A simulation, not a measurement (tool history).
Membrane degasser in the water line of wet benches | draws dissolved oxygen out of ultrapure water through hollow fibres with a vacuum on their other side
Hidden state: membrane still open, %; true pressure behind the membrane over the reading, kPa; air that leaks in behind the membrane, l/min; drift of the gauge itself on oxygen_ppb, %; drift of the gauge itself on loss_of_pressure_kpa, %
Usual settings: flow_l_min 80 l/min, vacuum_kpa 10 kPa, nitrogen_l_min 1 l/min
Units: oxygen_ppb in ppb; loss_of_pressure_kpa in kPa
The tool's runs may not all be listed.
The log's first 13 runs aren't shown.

run,hour,flow_l_min,vacuum_kpa,nitrogen_l_min,hours since the membrane was changed,hours since the vacuum gauge was calibrated,hours since the vacuum lines were made tight,oxygen_ppb,loss_of_pressure_kpa
14,2794,80,10,0.6,11233,3364,5246,1281.9,32.84
# hour 2897.8: vacuum gauge calibrated
15,3041.3,80,10,1,11480,143,5493,944.7,32.96
16,3324.3,80,10,1,11763,427,5776,964.2,32.85
17,3613.7,80,10,1,12052,716,6065,952.1,32.94
18,3924.1,80,10,1,12363,1026,6376,948.8,33.16
19,4062.3,80,10,1,12501,1165,6514,955.9,32.9
20,4257.2,80,10,1,12696,1359,6709,960.7,32.72
21,4430.4,95,10,0.85,12869,1533,6882,1223.5,39.21
22,4590.3,97,20,0.65,13029,1693,7042,2770.4,40.09
23,4821.8,62,10,1.43,13260,1924,7273,595.9,25.3
24,5018.9,62,10,1.43,13457,2121,7471,603.7,26.01
25,5276.2,69,20.4,0.66,13715,2378,7728,2287.1,28.29
26,5516.5,80,10,2.09,13955,2619,7968,637.6,33.29
27,5771,106,10,1,14210,2873,8223,1299.8,44.44
28,5918.4,106,10,1,14357,3021,8370,1282.5,44.3
# hour 6012.5: membrane cartridge changed
29,6111.2,106,14.7,1,99,3209,8559,1771.9,40.04
30,6314.9,95,24.9,1,302,3413,8763,2625.9,36.36
# hour 6398.5: vacuum gauge calibrated
31,6573.9,80,10,2.27,561,175,9021,552.4,30.38
32,6743.7,65,16.4,0.43,731,345,9191,2183,24.53
33,6880.8,65,9,0.43,868,482,9328,1070.2,24.57

3 ways to go on from here, each from the tool as it stands after run 33. What would each give?
A,7045,114,10,1.66,1032,646,9492,?,?
B,7045,80,13.5,1.51,1032,646,9492,?,?
C,7045,115,9,0.43,1032,646,9492,?,?

run,oxygen_ppb,loss_of_pressure_kpa
A,1026.8,43.25
B,1006,30.5
C,1592,43.96
Without the tool's hidden state the same runs would have given:
run,oxygen_ppb,loss_of_pressure_kpa
A,1017.5,42.94
B,1000.3,30.28
C,1598.5,43.64

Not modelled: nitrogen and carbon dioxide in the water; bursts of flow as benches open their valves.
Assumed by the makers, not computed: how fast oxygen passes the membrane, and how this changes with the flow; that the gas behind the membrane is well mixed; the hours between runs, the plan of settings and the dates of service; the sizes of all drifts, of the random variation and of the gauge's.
